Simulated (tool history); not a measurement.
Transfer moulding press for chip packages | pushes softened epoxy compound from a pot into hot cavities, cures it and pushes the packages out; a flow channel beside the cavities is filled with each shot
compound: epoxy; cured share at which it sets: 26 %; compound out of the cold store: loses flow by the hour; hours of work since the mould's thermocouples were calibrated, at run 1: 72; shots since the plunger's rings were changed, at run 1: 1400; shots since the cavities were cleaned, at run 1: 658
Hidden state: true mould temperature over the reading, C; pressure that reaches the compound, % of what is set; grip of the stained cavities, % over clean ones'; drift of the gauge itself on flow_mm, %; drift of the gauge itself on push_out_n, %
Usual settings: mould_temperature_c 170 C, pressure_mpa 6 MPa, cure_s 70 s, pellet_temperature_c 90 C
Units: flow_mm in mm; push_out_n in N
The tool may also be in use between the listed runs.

run,hour,mould_temperature_c,pressure_mpa,cure_s,pellet_temperature_c,hours of work since the mould's thermocouples were calibrated,shots since the plunger's rings were changed,shots since the cavities were cleaned,incoming compound's hours out of the cold store,flow_mm,push_out_n
1,0,170,6,70,90,72,1400,658,35.9,673,319
# hour 8.6: cavities cleaned with cleaning compound and waxed
2,40.3,170,6,70,90,101,2043,525,24.3,713,337
# hour 57.5: cavities cleaned with cleaning compound and waxed
# hour 106.6: cavities cleaned with cleaning compound and waxed
3,118.5,175,6,70,90,158,3292,198,19.5,722,275
# hour 159.1: cavities cleaned with cleaning compound and waxed
4,168.6,170,6,70,86,194,4099,158,46.4,648,319
# hour 176.6: plunger's sealing rings changed
# hour 213.3: cavities cleaned with cleaning compound and waxed
5,221.3,170,6,70,86,231,716,133,38.6,664,321
# hour 263.7: cavities cleaned with cleaning compound and waxed
6,306,170,6,70,90,294,2098,702,26,711,340
# hour 312.3: cavities cleaned with cleaning compound and waxed
7,348.7,170,6,70,90,325,2781,604,23.1,715,340
# hour 365.4: cavities cleaned with cleaning compound and waxed
8,393.9,170,6,70,90,358,3506,473,34,681,324
# hour 411.7: cavities cleaned with cleaning compound and waxed
# hour 427.6: mould's thermocouples calibrated
# hour 440.7: plunger's sealing rings changed
# hour 467.8: cavities cleaned with cleaning compound and waxed
9,478.9,170,6,70,90,36,609,185,45.3,651,324
# hour 516.9: cavities cleaned with cleaning compound and waxed
10,528.8,170,6,70,90,72,1412,198,42,652,319
# hour 568.7: cavities cleaned with cleaning compound and waxed
11,583.3,174,6,70,90,112,2291,241,17.5,723,275
# hour 617.7: cavities cleaned with cleaning compound and waxed
# hour 668.4: cavities cleaned with cleaning compound and waxed
12,668.4,174,6,70,90,174,3654,0,24.6,708,285
# hour 705.4: plunger's sealing rings changed
# hour 718.6: cavities cleaned with cleaning compound and waxed
13,732.8,174,6,70,90,219,430,237,46.4,631,277
# hour 769.8: cavities cleaned with cleaning compound and waxed
14,795,174,6,70,90,265,1436,418,23.8,699,275
# hour 819.9: cavities cleaned with cleaning compound and waxed
15,831,170,6.36,92,90,291,2009,184,19.2,749,250
# hour 866.5: cavities cleaned with cleaning compound and waxed
# hour 912.7: cavities cleaned with cleaning compound and waxed
16,915.1,170,6.36,92,90,352,3355,39,18.8,746,248
# hour 956.9: mould's thermocouples calibrated
# hour 966: cavities cleaned with cleaning compound and waxed
# hour 974.2: plunger's sealing rings changed
17,995.2,165,6,95,90,26,349,443,41.9,672,251
# hour 1015.8: cavities cleaned with cleaning compound and waxed
18,1050,165,6,95,90,66,1234,568,24.9,720,264
# hour 1066.7: cavities cleaned with cleaning compound and waxed
# hour 1114.1: cavities cleaned with cleaning compound and waxed
19,1124.3,165,6,95,90,120,2417,170,31.2,708,273
# hour 1164.9: cavities cleaned with cleaning compound and waxed
20,1191,165,6,95,90,169,3499,433,18.6,740,261
# hour 1214.2: cavities cleaned with cleaning compound and waxed
# hour 1238.6: plunger's sealing rings changed
21,1253.6,175,6,105,96,213,248,612,11.2,740,232
# hour 1264.8: cavities cleaned with cleaning compound and waxed
# hour 1314.9: cavities cleaned with cleaning compound and waxed
22,1337.2,177,6,96,90,274,1585,369,21.9,701,239
# hour 1364.5: cavities cleaned with cleaning compound and waxed
23,1390.7,177,6,96,90,313,2448,434,13.8,728,226

Forecast run 24:
# hour 1411.7: cavities cleaned with cleaning compound and waxed
# hour 1459.4: cavities cleaned with cleaning compound and waxed
24,1474.1,177,6,96,90,373,3783,244,16,?,?

flow_mm: 727 mm
push_out_n: 240 N
Without the tool's hidden state the same run would have given flow_mm 728 mm, push_out_n 239 N.
